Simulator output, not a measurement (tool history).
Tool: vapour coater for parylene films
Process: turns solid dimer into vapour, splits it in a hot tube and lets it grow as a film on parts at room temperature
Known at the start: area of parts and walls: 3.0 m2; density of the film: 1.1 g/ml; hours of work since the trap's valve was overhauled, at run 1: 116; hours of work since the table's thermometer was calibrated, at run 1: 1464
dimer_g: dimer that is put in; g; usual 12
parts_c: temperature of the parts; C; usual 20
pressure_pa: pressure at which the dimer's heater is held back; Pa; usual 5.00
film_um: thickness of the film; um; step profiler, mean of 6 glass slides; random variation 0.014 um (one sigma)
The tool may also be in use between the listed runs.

run	hour	dimer_g	parts_c	pressure_pa	hours of work since the trap's valve was overhauled	hours of work since the table's thermometer was calibrated	film_um
1	0.0	12	20	5.00	116	1464	2.02
2	51.0	12	20	5.00	151	1499	1.97
3	106.7	9	20	5.00	189	1537	1.46
4	155.1	9	20	5.00	222	1570	1.47
5	200.1	20	20	5.00	252	1600	3.24
# hour 256.3: table's thermometer calibrated
6	256.3	12	20	5.00	290	0	2.02
7	288.3	12	20	5.00	312	22	2.00
8	327.6	12	20	2.25	338	48	2.37
9	376.9	12	20	2.25	372	82	2.35
10	417.4	12	20	2.25	399	110	2.29
11	472.5	12	20	4.28	437	147	2.04
12	529.2	12	20	5.00	476	186	1.93
13	585.5	12	29	5.00	514	224	1.35
14	610.8	12	20	5.00	531	241	1.91
15	664.9	12	20	5.00	568	278	1.90
# hour 692.6: trap's valve overhauled
16	717.1	12	20	5.00	17	311	2.11
17	771.3	12	20	5.00	53	347	2.09
18	827.7	9	15	3.00	92	386	2.08
19	866.4	15	20	5.60	118	412	2.54
20	891.8	12	23	5.00	135	429	1.83
21	928.4	12	23	5.00	160	454	1.84
22	972.4	12	20	2.50	190	484	2.33
23	1010.9	5	32	5.00	216	510	0.55
24	1059.5	19	29	9.11	249	543	2.00
25	1086.9	14	31	2.16	268	562	1.81
26	1116.5	16	23	5.00	288	582	2.36
27	1144.3	10	20	5.00	307	601	1.66
28	1176.2	10	20	5.00	329	623	1.65
29	1212.5	9	16	2.99	353	647	1.91
30	1245.4	12	14	10.92	376	670	2.10
31	1276.6	6	22	2.09	397	691	1.07
32	1325.1	6	22	2.09	430	724	1.06
33	1362.5	6	22	2.09	455	749	1.06
34	1395.3	6	20	2.60	478	772	1.08

5 ways to go on from here, each from the tool as it stands after run 34. What would each give?
A	1429.6	8	22	5.76	501	795	?
B	1429.6	20	20	3.83	501	795	?
C	1429.6	21	15	5.58	501	795	?
D	1429.6	9	20	2.03	501	795	?
E	1429.6	9	20	8.24	501	795	?

run	film_um
A	1.14
B	3.33
C	3.90
D	1.70
E	1.27
Without the tool's hidden state the same runs would have given:
run	film_um
A	1.29
B	3.76
C	4.40
D	1.92
E	1.44

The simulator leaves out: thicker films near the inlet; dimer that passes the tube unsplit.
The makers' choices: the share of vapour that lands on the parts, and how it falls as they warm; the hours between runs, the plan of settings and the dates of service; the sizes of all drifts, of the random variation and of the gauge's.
